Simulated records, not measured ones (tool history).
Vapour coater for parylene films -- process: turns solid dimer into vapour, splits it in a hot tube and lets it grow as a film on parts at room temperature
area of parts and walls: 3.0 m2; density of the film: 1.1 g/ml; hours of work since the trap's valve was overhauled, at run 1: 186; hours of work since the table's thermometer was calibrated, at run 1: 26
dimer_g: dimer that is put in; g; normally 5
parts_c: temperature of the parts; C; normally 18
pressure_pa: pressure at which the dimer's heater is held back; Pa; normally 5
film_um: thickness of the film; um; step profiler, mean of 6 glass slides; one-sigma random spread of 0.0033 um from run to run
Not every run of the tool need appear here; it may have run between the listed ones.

run,hour,dimer_g,parts_c,pressure_pa,hours of work since the trap's valve was overhauled,hours of work since the table's thermometer was calibrated,film_um
1,0,5,18,5,186,26,0.867
2,14.2,5,18,4.09,197,37,0.87
3,24.1,5,18,5,205,44,0.859
4,40.9,5,18,10.61,218,57,0.822
5,51.6,5,18,5,226,66,0.863
6,64.3,5,18,5,236,75,0.859
7,73.7,5,18,5,243,82,0.857
8,89.8,5,18,5,255,95,0.864
9,105.6,5,27,3.24,267,107,0.71
10,121.8,5,27,3.24,280,119,0.708
11,137.2,8,23,6.73,292,131,1.18
12,145.6,3,27,3.69,298,138,0.417
13,160.8,3,27,3.69,310,149,0.422
14,169.7,3,27,3.69,316,156,0.418
15,182.7,8,20,9,326,166,1.241

Below are 5 alternative next runs, each starting from the tool's condition after run 15. Predict each:
A,195.5,3,20,9,336,176,?
B,195.5,2,18,5,336,176,?
C,195.5,5,26,6.69,336,176,?
D,195.5,8,20,2.04,336,176,?
E,195.5,5,21,5,336,176,?

run,film_um
A,0.46
B,0.34
C,0.683
D,1.375
E,0.785
What these runs would have given with no unlogged condition in the tool:
run,film_um
A,0.482
B,0.356
C,0.715
D,1.438
E,0.821
